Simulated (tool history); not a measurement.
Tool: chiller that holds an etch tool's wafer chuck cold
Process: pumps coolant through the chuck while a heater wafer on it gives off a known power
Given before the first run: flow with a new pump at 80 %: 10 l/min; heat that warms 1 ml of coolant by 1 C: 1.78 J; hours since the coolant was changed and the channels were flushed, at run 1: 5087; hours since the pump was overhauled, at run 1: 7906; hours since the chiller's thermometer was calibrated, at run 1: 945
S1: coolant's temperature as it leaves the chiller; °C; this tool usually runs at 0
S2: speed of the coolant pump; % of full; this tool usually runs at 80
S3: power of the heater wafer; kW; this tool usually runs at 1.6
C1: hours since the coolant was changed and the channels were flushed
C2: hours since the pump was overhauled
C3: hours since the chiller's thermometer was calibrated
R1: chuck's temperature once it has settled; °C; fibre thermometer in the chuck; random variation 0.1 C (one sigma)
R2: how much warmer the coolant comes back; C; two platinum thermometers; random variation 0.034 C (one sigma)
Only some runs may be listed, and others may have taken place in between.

Run 1, hour 0: usual settings; C1 5087; C2 7906; C3 945. Result: R1 20.1 °C, R2 6 C.
Run 2, hour 98.4: usual settings; C1 5185; C2 8004; C3 1044. Result: R1 20.3 °C, R2 6.03 C.
Run 3, hour 301.1: usual settings; C1 5388; C2 8207; C3 1246. Result: R1 20.2 °C, R2 6.02 C.
Run 4, hour 403.5: usual settings; C1 5490; C2 8310; C3 1349. Result: R1 20.4 °C, R2 6.08 C.
Run 5, hour 507: usual settings; C1 5594; C2 8413; C3 1452. Result: R1 20.4 °C, R2 6.04 C.
Run 6, hour 597.5: usual settings; C1 5684; C2 8504; C3 1543. Result: R1 20.4 °C, R2 6.12 C.
Run 7, hour 741.1: usual settings; C1 5828; C2 8647; C3 1686. Result: R1 20.6 °C, R2 6.11 C.
Run 8, hour 913.9: usual settings; C1 6001; C2 8820; C3 1859. Result: R1 20.6 °C, R2 6.12 C.
Run 9, hour 1045.1: usual settings; C1 6132; C2 8951; C3 1990. Result: R1 20.8 °C, R2 6.13 C.
At hour 1064.8: chiller's thermometer calibrated.
At hour 1139.5: coolant changed, channels flushed.
Run 10, hour 1216.7: usual settings; C1 77; C2 9116; C3 146. Result: R1 19.4 °C, R2 6.16 C.
Run 11, hour 1367.9: usual settings but S1 -3 °C, S3 1.861 kW; C1 228; C2 9267; C3 297. Result: R1 19.5 °C, R2 7.12 C.
Run 12, hour 1566.9: usual settings but S1 1 °C, S2 81 % of full, S3 1.921 kW; C1 427; C2 9466; C3 496. Result: R1 24.3 °C, R2 7.31 C.
Run 13, hour 1759.6: usual settings but S1 -6 °C, S2 64 % of full; C1 620; C2 9659; C3 689. Result: R1 17.6 °C, R2 7.82 C.
At hour 1786.2: coolant pump overhauled.
Run 14, hour 1914.7: usual settings but S1 -10 °C, S3 1.784 kW; C1 770; C2 129; C3 839. Result: R1 9.6 °C, R2 6.09 C.
Run 15, hour 2041.9: usual settings but S1 -10 °C, S3 1.094 kW; C1 897; C2 256; C3 966. Result: R1 2.4 °C, R2 3.68 C.
Run 16, hour 2147.6: usual settings but S1 5 °C, S2 76 % of full, S3 0.986 kW; C1 1003; C2 361; C3 1072. Result: R1 16.6 °C, R2 3.55 C.
Run 17, hour 2271.8: usual settings but S1 5 °C, S2 76 % of full, S3 0.986 kW; C1 1127; C2 486; C3 1196. Result: R1 16.6 °C, R2 3.58 C.
At hour 2370.3: chiller's thermometer calibrated, once more.
Run 18, hour 2461.5: usual settings but S1 5 °C, S2 76 % of full, S3 0.986 kW; C1 1316; C2 674; C3 91. Result: R1 16.3 °C, R2 3.53 C.

What will run 19 give?
Run 19, hour 2674.4: usual settings but S2 81 % of full; C1 1529; C2 887; C3 304. Result: R1 ?, R2 ?.

Run 19 measured R1 17.5 °C, R2 5.39 C.
On a tool with no hidden condition, and with the same random variation, this run would have come out at R1 16.9 °C, R2 5.29 C.
